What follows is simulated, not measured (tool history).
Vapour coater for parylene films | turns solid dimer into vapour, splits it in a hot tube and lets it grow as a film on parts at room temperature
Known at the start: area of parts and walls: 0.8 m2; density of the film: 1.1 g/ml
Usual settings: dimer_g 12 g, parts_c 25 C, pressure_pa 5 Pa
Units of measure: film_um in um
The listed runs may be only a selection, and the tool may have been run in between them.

run 1 hour=0 | dimer_g=12 parts_c=25 pressure_pa=5 | film_um=8.5
run 2 hour=13.1 | dimer_g=12 parts_c=25 pressure_pa=4.69 | film_um=8.42
run 3 hour=26.5 | dimer_g=12 parts_c=25 pressure_pa=4.69 | film_um=8.33
run 4 hour=34.5 | dimer_g=12 parts_c=18 pressure_pa=4.69 | film_um=9.77
run 5 hour=49.5 | dimer_g=12 parts_c=18 pressure_pa=4.69 | film_um=9.57
run 6 hour=62.2 | dimer_g=12 parts_c=18 pressure_pa=4.69 | film_um=9.67
run 7 hour=75.7 | dimer_g=12 parts_c=25 pressure_pa=5 | film_um=8.31
run 8 hour=83.3 | dimer_g=7 parts_c=25 pressure_pa=5 | film_um=4.86
run 9 hour=95 | dimer_g=7 parts_c=25 pressure_pa=5 | film_um=4.84
run 10 hour=110.1 | dimer_g=7 parts_c=32 pressure_pa=5 | film_um=4.19
run 11 hour=124.6 | dimer_g=7 parts_c=32 pressure_pa=5 | film_um=4.17
run 12 hour=139.6 | dimer_g=7 parts_c=32 pressure_pa=5 | film_um=4.23
run 13 hour=153.4 | dimer_g=12 parts_c=18 pressure_pa=5 | film_um=9.55
run 14 hour=164.1 | dimer_g=12 parts_c=23 pressure_pa=5 | film_um=8.65
run 15 hour=177.9 | dimer_g=12 parts_c=23 pressure_pa=5 | film_um=8.55
run 16 hour=188.2 | dimer_g=20 parts_c=25 pressure_pa=5 | film_um=13.57
run 17 hour=202.9 | dimer_g=20 parts_c=25 pressure_pa=7.42 | film_um=12.97
run 18 hour=211 | dimer_g=7 parts_c=25 pressure_pa=7.42 | film_um=4.59
run 19 hour=218.8 | dimer_g=7 parts_c=25 pressure_pa=7.42 | film_um=4.52
run 20 hour=231.7 | dimer_g=12 parts_c=25 pressure_pa=2.94 | film_um=8.77
run 21 hour=239.3 | dimer_g=12 parts_c=25 pressure_pa=5 | film_um=8.23
run 22 hour=250.4 | dimer_g=18 parts_c=25 pressure_pa=5 | film_um=12.14
run 23 hour=266 | dimer_g=12 parts_c=25 pressure_pa=11.07 | film_um=7.33
run 24 hour=285.3 | dimer_g=18 parts_c=25 pressure_pa=2.37 | film_um=14.39
run 25 hour=292.6 | dimer_g=12 parts_c=22 pressure_pa=2.44 | film_um=10.16
run 26 hour=307.7 | dimer_g=12 parts_c=22 pressure_pa=2.44 | film_um=10.21
run 27 hour=319.4 | dimer_g=21 parts_c=25 pressure_pa=5.05 | film_um=15.5
run 28 hour=330.3 | dimer_g=21 parts_c=25 pressure_pa=5.05 | film_um=15.36
run 29 hour=339.2 | dimer_g=12 parts_c=28 pressure_pa=5 | film_um=8.16
run 30 hour=355.9 | dimer_g=12 parts_c=28 pressure_pa=5 | film_um=8.32
run 31 hour=369.6 | dimer_g=12 parts_c=28 pressure_pa=5 | film_um=8.14
run 32 hour=377.5 | dimer_g=12 parts_c=28 pressure_pa=5 | film_um=8.18
run 33 hour=394.3 | dimer_g=12 parts_c=28 pressure_pa=5 | film_um=8.19
run 34 hour=408.2 | dimer_g=12 parts_c=28 pressure_pa=5 | film_um=8.33
run 35 hour=417.8 | dimer_g=8 parts_c=31 pressure_pa=2.8 | film_um=5.56
run 36 hour=428.5 | dimer_g=12 parts_c=33 pressure_pa=6.93 | film_um=7.18
run 37 hour=443.3 | dimer_g=12 parts_c=33 pressure_pa=6.93 | film_um=6.97
run 38 hour=459.7 | dimer_g=12 parts_c=34 pressure_pa=8.29 | film_um=6.77
run 39 hour=468.9 | dimer_g=6 parts_c=34 pressure_pa=5 | film_um=3.59
run 40 hour=478.5 | dimer_g=17 parts_c=25 pressure_pa=5 | film_um=12.2
run 41 hour=485.4 | dimer_g=8 parts_c=28 pressure_pa=6.06 | film_um=5.28
run 42 hour=494.2 | dimer_g=17 parts_c=19 pressure_pa=2.53 | film_um=15.14
run 43 hour=505.8 | dimer_g=10 parts_c=22 pressure_pa=3.62 | film_um=8.03
run 44 hour=518.1 | dimer_g=10 parts_c=22 pressure_pa=3.62 | film_um=7.75
run 45 hour=529.4 | dimer_g=10 parts_c=22 pressure_pa=3.62 | film_um=7.89
run 46 hour=540.5 | dimer_g=10 parts_c=22 pressure_pa=3.62 | film_um=7.9

Not shown here: 1 entry made in the log between runs. Locate each between two listed runs and compare the hidden state at the listed run before it with the hidden state at the listed run after it:
From run 23 to run 24: trap's valve overhauled (hour 279.5)
  vapour lost through the trap's worn valve, %: 8.1 -> 0.2; true temperature of the parts over the reading, C: -0.2 -> -0.21
  measured value less the no-hidden-state value, film_um: -0.61 -> +0.03 um

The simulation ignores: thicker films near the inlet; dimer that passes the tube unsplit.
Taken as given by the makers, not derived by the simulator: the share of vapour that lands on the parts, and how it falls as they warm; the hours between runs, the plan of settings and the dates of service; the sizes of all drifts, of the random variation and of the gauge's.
